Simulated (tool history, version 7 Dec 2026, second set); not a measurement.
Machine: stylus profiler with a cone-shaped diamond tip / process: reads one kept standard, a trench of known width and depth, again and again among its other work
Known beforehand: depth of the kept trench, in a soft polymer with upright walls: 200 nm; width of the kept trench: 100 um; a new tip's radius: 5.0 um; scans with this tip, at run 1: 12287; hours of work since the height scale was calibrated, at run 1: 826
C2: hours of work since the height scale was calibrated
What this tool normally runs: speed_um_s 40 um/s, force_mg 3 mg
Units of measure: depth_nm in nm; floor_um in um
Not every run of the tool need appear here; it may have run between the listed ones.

Run 1, hour 0: usual settings; scans with this tip 12287; C2 826. Result: depth_nm 200.73 nm, floor_um 96.3 um.
Run 2, hour 13.8: usual settings but speed_um_s 103 um/s; scans with this tip 12399; C2 834. Result: depth_nm 200.92 nm, floor_um 96.18 um.
Run 3, hour 24.3: usual settings but speed_um_s 103 um/s; scans with this tip 12485; C2 840. Result: depth_nm 200.89 nm, floor_um 96.21 um.
Run 4, hour 38.4: usual settings but speed_um_s 103 um/s; scans with this tip 12599; C2 847. Result: depth_nm 201.12 nm, floor_um 96.16 um.
Run 5, hour 55.2: usual settings but speed_um_s 103 um/s; scans with this tip 12736; C2 856. Result: depth_nm 201.19 nm, floor_um 96.17 um.
Run 6, hour 78.2: usual settings but speed_um_s 103 um/s, force_mg 1.3 mg; scans with this tip 12922; C2 869. Result: depth_nm 200.33 nm, floor_um 96.04 um.
Run 7, hour 92.5: usual settings but force_mg 6.21 mg; scans with this tip 13038; C2 877. Result: depth_nm 201.88 nm, floor_um 96.29 um.
Run 8, hour 113.8: usual settings but force_mg 7.26 mg; scans with this tip 13211; C2 888. Result: depth_nm 202.39 nm, floor_um 96.37 um.
Run 9, hour 131.2: usual settings but force_mg 7.26 mg; scans with this tip 13353; C2 898. Result: depth_nm 202.3 nm, floor_um 96.25 um.
Run 10, hour 153.7: usual settings; scans with this tip 13536; C2 910. Result: depth_nm 201.04 nm, floor_um 96.22 um.
Run 11, hour 163.2: usual settings but speed_um_s 72 um/s; scans with this tip 13612; C2 915. Result: depth_nm 200.93 nm, floor_um 96.15 um.
Run 12, hour 176.1: usual settings but speed_um_s 72 um/s; scans with this tip 13717; C2 922. Result: depth_nm 200.9 nm, floor_um 96.14 um.
Run 13, hour 196.4: usual settings but speed_um_s 72 um/s; scans with this tip 13882; C2 934. Result: depth_nm 201.07 nm, floor_um 96.19 um.
Run 14, hour 216.8: usual settings but force_mg 2.84 mg; scans with this tip 14048; C2 945. Result: depth_nm 200.94 nm, floor_um 96.18 um.
At hour 219.2: height scale calibrated on a step standard.
Run 15, hour 238.7: usual settings but force_mg 6.07 mg; scans with this tip 14221; C2 11. Result: depth_nm 201.91 nm, floor_um 96.19 um.
Run 16, hour 258: usual settings but force_mg 6.07 mg; scans with this tip 14379; C2 21. Result: depth_nm 201.68 nm, floor_um 96.19 um.
Run 17, hour 274.2: usual settings but force_mg 6.07 mg; scans with this tip 14510; C2 30. Result: depth_nm 201.66 nm, floor_um 96.19 um.
Run 18, hour 293.4: usual settings but force_mg 7.12 mg; scans with this tip 14666; C2 41. Result: depth_nm 202.09 nm, floor_um 96.19 um.
Run 19, hour 304.4: usual settings but speed_um_s 11 um/s, force_mg 3.02 mg; scans with this tip 14755; C2 47. Result: depth_nm 200.83 nm, floor_um 96.24 um.
Run 20, hour 325.9: usual settings but speed_um_s 21 um/s, force_mg 7.63 mg; scans with this tip 14930; C2 58. Result: depth_nm 201.98 nm, floor_um 96.23 um.
Run 21, hour 341.9: usual settings but speed_um_s 12 um/s, force_mg 1.58 mg; scans with this tip 15059; C2 67. Result: depth_nm 200.31 nm, floor_um 96.22 um.
At hour 352.6: height scale calibrated on a step standard, once more.
Run 22, hour 354: usual settings but speed_um_s 18 um/s, force_mg 3.87 mg; scans with this tip 15154; C2 1. Result: depth_nm 201.93 nm, floor_um 96.24 um.
Run 23, hour 368.8: usual settings but speed_um_s 14 um/s; scans with this tip 15274; C2 9. Result: depth_nm 201.6 nm, floor_um 96.18 um.
Run 24, hour 379.2: usual settings but speed_um_s 14 um/s, force_mg 2.17 mg; scans with this tip 15358; C2 14. Result: depth_nm 201.28 nm, floor_um 96.21 um.
Run 25, hour 400.5: usual settings but speed_um_s 14 um/s, force_mg 2.17 mg; scans with this tip 15531; C2 26. Result: depth_nm 201.36 nm, floor_um 96.19 um.
Run 26, hour 413.3: usual settings but speed_um_s 28 um/s, force_mg 3.39 mg; scans with this tip 15635; C2 33. Result: depth_nm 201.77 nm, floor_um 96.12 um.
Run 27, hour 431.9: usual settings but speed_um_s 24 um/s, force_mg 5.38 mg; scans with this tip 15786; C2 43. Result: depth_nm 202.41 nm, floor_um 96.16 um.
Run 28, hour 447.3: usual settings but speed_um_s 33 um/s, force_mg 1.03 mg; scans with this tip 15911; C2 52. Result: depth_nm 200.83 nm, floor_um 96.13 um.
Run 29, hour 456.5: usual settings but speed_um_s 12 um/s, force_mg 1.33 mg; scans with this tip 15986; C2 57. Result: depth_nm 200.98 nm, floor_um 96.12 um.
Run 30, hour 470.5: usual settings but speed_um_s 12 um/s, force_mg 1.33 mg; scans with this tip 16100; C2 64. Result: depth_nm 200.79 nm, floor_um 96.14 um.
Run 31, hour 480.7: usual settings but speed_um_s 71 um/s, force_mg 2.84 mg; scans with this tip 16182; C2 70. Result: depth_nm 201.59 nm, floor_um 96.02 um.

Below are 5 alternative next runs, each starting from the tool's condition after run 31. Predict each:
Run A, hour 502.5: usual settings but force_mg 2.03 mg; scans with this tip 16360; C2 82. Result: depth_nm ?, floor_um ?.
Run B, hour 502.5: usual settings but speed_um_s 38 um/s, force_mg 1.3 mg; scans with this tip 16360; C2 82. Result: depth_nm ?, floor_um ?.
Run C, hour 502.5: usual settings but speed_um_s 110 um/s, force_mg 2.84 mg; scans with this tip 16360; C2 82. Result: depth_nm ?, floor_um ?.
Run D, hour 502.5: usual settings but speed_um_s 66 um/s, force_mg 2.84 mg; scans with this tip 16360; C2 82. Result: depth_nm ?, floor_um ?.
Run E, hour 502.5: usual settings but speed_um_s 82 um/s; scans with this tip 16360; C2 82. Result: depth_nm ?, floor_um ?.

run  depth_nm  floor_um
  A    201.34     96.07
  B    201.07     96.04
  C    201.56     95.89
  D    201.47     96.07
  E     201.5     95.99
With the hidden condition removed and each run's random variation left untouched, the same runs would have given:
run  depth_nm  floor_um
  A    201.34      97.1
  B    201.07     97.07
  C    201.57     96.92
  D    201.47     97.11
  E    201.51     97.03
